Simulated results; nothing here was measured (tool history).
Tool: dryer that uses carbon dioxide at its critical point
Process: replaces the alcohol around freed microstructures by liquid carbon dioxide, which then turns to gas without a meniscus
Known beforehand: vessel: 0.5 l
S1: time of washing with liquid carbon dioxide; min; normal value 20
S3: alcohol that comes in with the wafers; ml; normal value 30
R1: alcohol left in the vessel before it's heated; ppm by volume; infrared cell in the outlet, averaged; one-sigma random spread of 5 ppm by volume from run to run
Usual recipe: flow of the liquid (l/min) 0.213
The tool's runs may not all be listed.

run 1 hour=0.0 | S1=20 flow_of_the_liquid_(l/min)=0.213 S3=30 | R1=106
run 2 hour=26.6 | S1=20 flow_of_the_liquid_(l/min)=0.213 S3=30 | R1=104
run 3 hour=56.8 | S1=20 flow_of_the_liquid_(l/min)=0.213 S3=30 | R1=116
run 4 hour=89.4 | S1=20 flow_of_the_liquid_(l/min)=0.213 S3=100 | R1=186
run 5 hour=121.9 | S1=20 flow_of_the_liquid_(l/min)=0.213 S3=100 | R1=186
run 6 hour=148.1 | S1=20 flow_of_the_liquid_(l/min)=0.144 S3=30 | R1=495
run 7 hour=183.4 | S1=20 flow_of_the_liquid_(l/min)=0.144 S3=30 | R1=513
run 8 hour=224.8 | S1=20 flow_of_the_liquid_(l/min)=0.213 S3=30 | R1=133
run 9 hour=245.1 | S1=13 flow_of_the_liquid_(l/min)=0.213 S3=30 | R1=532
run 10 hour=281.1 | S1=20 flow_of_the_liquid_(l/min)=0.213 S3=70 | R1=176
run 11 hour=314.9 | S1=20 flow_of_the_liquid_(l/min)=0.213 S3=70 | R1=183
run 12 hour=358.1 | S1=18 flow_of_the_liquid_(l/min)=0.213 S3=30 | R1=180
run 13 hour=387.2 | S1=20 flow_of_the_liquid_(l/min)=0.213 S3=30 | R1=150
run 14 hour=414.2 | S1=20 flow_of_the_liquid_(l/min)=0.213 S3=30 | R1=159
run 15 hour=441.3 | S1=20 flow_of_the_liquid_(l/min)=0.213 S3=30 | R1=154
run 16 hour=484.5 | S1=20 flow_of_the_liquid_(l/min)=0.213 S3=30 | R1=170
run 17 hour=507.8 | S1=20 flow_of_the_liquid_(l/min)=0.213 S3=30 | R1=154
run 18 hour=551.8 | S1=20 flow_of_the_liquid_(l/min)=0.213 S3=49 | R1=190
run 19 hour=582.9 | S1=20 flow_of_the_liquid_(l/min)=0.213 S3=49 | R1=186
run 20 hour=620.9 | S1=20 flow_of_the_liquid_(l/min)=0.213 S3=49 | R1=197
run 21 hour=651.5 | S1=20 flow_of_the_liquid_(l/min)=0.213 S3=49 | R1=197
run 22 hour=679.7 | S1=20 flow_of_the_liquid_(l/min)=0.132 S3=30 | R1=849
run 23 hour=718.2 | S1=20 flow_of_the_liquid_(l/min)=0.213 S3=30 | R1=182
run 24 hour=763.4 | S1=20 flow_of_the_liquid_(l/min)=0.213 S3=37 | R1=199
run 25 hour=808.4 | S1=20 flow_of_the_liquid_(l/min)=0.246 S3=37 | R1=169
run 26 hour=851.5 | S1=20 flow_of_the_liquid_(l/min)=0.216 S3=99 | R1=280
run 27 hour=886.8 | S1=20 flow_of_the_liquid_(l/min)=0.216 S3=99 | R1=70
run 28 hour=908.9 | S1=20 flow_of_the_liquid_(l/min)=0.226 S3=46 | R1=31
run 29 hour=933.7 | S1=29 flow_of_the_liquid_(l/min)=0.242 S3=45 | R1=15
run 30 hour=969.3 | S1=29 flow_of_the_liquid_(l/min)=0.242 S3=45 | R1=13
run 31 hour=1006.4 | S1=14 flow_of_the_liquid_(l/min)=0.174 S3=61 | R1=1567
run 32 hour=1049.0 | S1=14 flow_of_the_liquid_(l/min)=0.174 S3=52 | R1=1336
run 33 hour=1083.8 | S1=14 flow_of_the_liquid_(l/min)=0.174 S3=52 | R1=1371
run 34 hour=1127.9 | S1=20 flow_of_the_liquid_(l/min)=0.142 S3=28 | R1=400
run 35 hour=1148.9 | S1=20 flow_of_the_liquid_(l/min)=0.320 S3=22 | R1=34
run 36 hour=1192.1 | S1=25 flow_of_the_liquid_(l/min)=0.214 S3=22 | R1=41
run 37 hour=1233.6 | S1=25 flow_of_the_liquid_(l/min)=0.213 S3=30 | R1=50
run 38 hour=1268.2 | S1=19 flow_of_the_liquid_(l/min)=0.347 S3=63 | R1=55
run 39 hour=1311.8 | S1=17 flow_of_the_liquid_(l/min)=0.248 S3=29 | R1=78
run 40 hour=1354.1 | S1=17 flow_of_the_liquid_(l/min)=0.248 S3=29 | R1=80
run 41 hour=1396.3 | S1=21 flow_of_the_liquid_(l/min)=0.247 S3=30 | R1=60
run 42 hour=1439.0 | S1=21 flow_of_the_liquid_(l/min)=0.247 S3=30 | R1=67
run 43 hour=1458.7 | S1=22 flow_of_the_liquid_(l/min)=0.298 S3=46 | R1=75
run 44 hour=1492.3 | S1=26 flow_of_the_liquid_(l/min)=0.298 S3=21 | R1=74
run 45 hour=1519.2 | S1=16 flow_of_the_liquid_(l/min)=0.277 S3=74 | R1=119
run 46 hour=1551.8 | S1=16 flow_of_the_liquid_(l/min)=0.277 S3=74 | R1=115

Missing from the log above: 2 entries noted between runs. For each, name the pair of listed runs it sits between and say how the tool's hidden condition differs from the listed run just before to the listed run just after:
Logged between run 26 and run 27: inlet filter changed (hour 878.9); purifier's bed changed (hour 881.9)
  flow that reaches the vessel past the clogged filter, %: 94.9 -> 99.9; alcohol in the recycled carbon dioxide, ppm: 165.9 -> 5.9
  the result without the hidden state subtracted from the measured one, R1: +196 -> +1 ppm by volume
